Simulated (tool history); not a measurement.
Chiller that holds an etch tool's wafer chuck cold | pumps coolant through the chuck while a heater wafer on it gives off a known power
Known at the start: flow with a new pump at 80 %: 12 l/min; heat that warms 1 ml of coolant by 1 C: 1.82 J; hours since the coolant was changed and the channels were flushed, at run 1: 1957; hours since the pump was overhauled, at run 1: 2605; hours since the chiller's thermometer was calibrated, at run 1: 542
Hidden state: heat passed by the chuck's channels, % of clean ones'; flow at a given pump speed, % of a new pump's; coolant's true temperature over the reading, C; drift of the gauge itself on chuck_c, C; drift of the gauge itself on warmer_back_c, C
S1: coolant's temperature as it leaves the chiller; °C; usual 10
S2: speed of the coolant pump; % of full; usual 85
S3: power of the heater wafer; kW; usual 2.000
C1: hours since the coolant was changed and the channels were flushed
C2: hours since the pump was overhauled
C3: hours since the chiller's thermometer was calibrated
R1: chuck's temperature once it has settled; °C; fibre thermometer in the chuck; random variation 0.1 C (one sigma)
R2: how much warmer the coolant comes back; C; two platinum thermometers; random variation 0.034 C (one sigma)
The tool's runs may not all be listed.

| run | hour | S1 | S2 | S3 | C1 | C2 | C3 | R1 | R2 |
|---|---|---|---|---|---|---|---|---|---|
| 1 | 0.0 | 10 | 85 | 2.000 | 1957 | 2605 | 542 | 25.2 | 5.52 |
| 2 | 36.9 | 10 | 85 | 1.206 | 1994 | 2641 | 578 | 19.4 | 3.30 |
| 3 | 89.6 | 10 | 85 | 1.206 | 2047 | 2694 | 631 | 19.2 | 3.37 |
| 4 | 126.1 | 10 | 85 | 2.000 | 2083 | 2731 | 668 | 25.4 | 5.55 |
| 5 | 173.2 | 10 | 85 | 2.629 | 2130 | 2778 | 715 | 29.9 | 7.32 |
| 6 | 219.3 | 10 | 85 | 2.459 | 2176 | 2824 | 761 | 28.9 | 6.93 |
| 7 | 272.3 | 10 | 85 | 2.000 | 2229 | 2877 | 814 | 25.5 | 5.60 |
| 8 | 319.7 | 10 | 72 | 2.000 | 2277 | 2924 | 861 | 27.6 | 6.75 |
| 9 | 373.2 | 10 | 85 | 2.000 | 2330 | 2978 | 915 | 25.6 | 5.59 |
| 10 | 406.6 | 10 | 63 | 2.000 | 2364 | 3011 | 948 | 29.7 | 7.88 |
| 11 | 450.5 | 10 | 65 | 2.000 | 2408 | 3055 | 992 | 29.3 | 7.61 |
| 12 | 490.4 | 10 | 85 | 1.523 | 2448 | 3095 | 1032 | 21.9 | 4.26 |
| 13 | 546.8 | 10 | 64 | 2.000 | 2504 | 3151 | 1088 | 29.8 | 7.71 |
| 14 | 579.2 | 10 | 64 | 2.000 | 2536 | 3184 | 1121 | 29.7 | 7.77 |
| 15 | 618.8 | 10 | 66 | 1.961 | 2576 | 3223 | 1160 | 28.9 | 7.35 |
| 16 | 666.7 | 10 | 91 | 1.271 | 2624 | 3271 | 1208 | 19.7 | 3.31 |
| 17 | 715.2 | 7 | 85 | 2.000 | 2672 | 3320 | 1257 | 22.8 | 5.71 |
| 18 | 762.6 | 7 | 89 | 1.760 | 2720 | 3367 | 1304 | 20.7 | 4.78 |
| 19 | 786.9 | 7 | 89 | 1.760 | 2744 | 3392 | 1328 | 20.5 | 4.77 |
| 20 | 846.3 | 10 | 85 | 2.604 | 2803 | 3451 | 1388 | 30.9 | 7.48 |
| 21 | 899.5 | 10 | 68 | 2.000 | 2857 | 3504 | 1441 | 29.3 | 7.25 |
| 22 | 958.0 | 19 | 85 | 2.000 | 2915 | 3563 | 1500 | 35.0 | 5.79 |
| 23 | 991.1 | 3 | 93 | 2.636 | 2948 | 3596 | 1533 | 22.5 | 6.78 |
| 24 | 1031.7 | 16 | 93 | 1.026 | 2989 | 3636 | 1573 | 23.8 | 2.70 |
| 25 | 1083.5 | 16 | 93 | 1.026 | 3041 | 3688 | 1625 | 23.8 | 2.72 |
| 26 | 1126.6 | 13 | 96 | 1.026 | 3084 | 3731 | 1668 | 20.9 | 2.60 |
| 27 | 1164.7 | 13 | 96 | 1.026 | 3122 | 3769 | 1706 | 20.7 | 2.63 |

3 ways to go on from here, each from the tool as it stands after run 27. What would each give?
| A | 1197.5 | 16 | 96 | 1.026 | 3155 | 3802 | 1739 | ? | ? |
| B | 1197.5 | 12 | 85 | 1.576 | 3155 | 3802 | 1739 | ? | ? |
| C | 1197.5 | 18 | 89 | 2.740 | 3155 | 3802 | 1739 | ? | ? |

| run | R1 | R2 |
|---|---|---|
| A | 23.7 | 2.59 |
| B | 25.1 | 4.59 |
| C | 39.3 | 7.49 |
Without the tool's hidden state the same runs would have given:
| run | R1 | R2 |
|---|---|---|
| A | 22.2 | 2.30 |
| B | 22.7 | 4.07 |
| C | 35.6 | 6.65 |

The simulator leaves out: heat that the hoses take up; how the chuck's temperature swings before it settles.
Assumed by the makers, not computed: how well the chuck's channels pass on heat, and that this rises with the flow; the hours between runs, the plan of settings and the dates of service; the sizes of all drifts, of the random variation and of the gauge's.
